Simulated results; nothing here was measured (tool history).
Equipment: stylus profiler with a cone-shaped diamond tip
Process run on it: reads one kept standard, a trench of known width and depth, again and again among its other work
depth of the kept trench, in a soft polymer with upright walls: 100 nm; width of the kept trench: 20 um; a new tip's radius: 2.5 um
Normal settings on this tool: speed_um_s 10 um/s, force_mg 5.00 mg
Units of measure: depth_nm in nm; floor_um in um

run   hour  speed_um_s  force_mg  depth_nm  floor_um
  1    0.0          10      5.00    101.83     18.00
  2   57.6          10      5.00    101.84     17.99
  3  114.7          10      2.51    100.98     17.97
  4  175.3          10      3.07    101.21     17.92
  5  229.9          10      5.94    102.08     17.92
     235.2  -- height scale calibrated on a step standard
  6  288.1          10      5.94    101.93     17.90
  7  358.6          10      5.94    101.94     17.82
     398.2  -- height scale calibrated on a step standard, once more
  8  411.2           6      2.33    101.18     17.77
  9  473.3           6      2.33    101.20     17.81
 10  559.5           6      2.33    101.14     17.76
 11  620.0           6      2.33    101.12     17.80
 12  700.1           6      2.33    101.24     17.70
 13  746.4           6      2.33    101.13     17.69
 14  794.0          19      6.69    102.59     17.58

3 ways to go on from here, each from the tool as it stands after run 14. What would each give?
  A  843.8          21      3.19         ?         ?
  B  843.8           2      4.77         ?         ?
  C  843.8          10     13.52         ?         ?

run  depth_nm  floor_um
  A    101.41     17.57
  B    101.89     17.65
  C    103.97     17.60
With no hidden state in the tool, these same runs would have given:
run  depth_nm  floor_um
  A    101.53     18.50
  B    102.01     18.58
  C    104.09     18.54
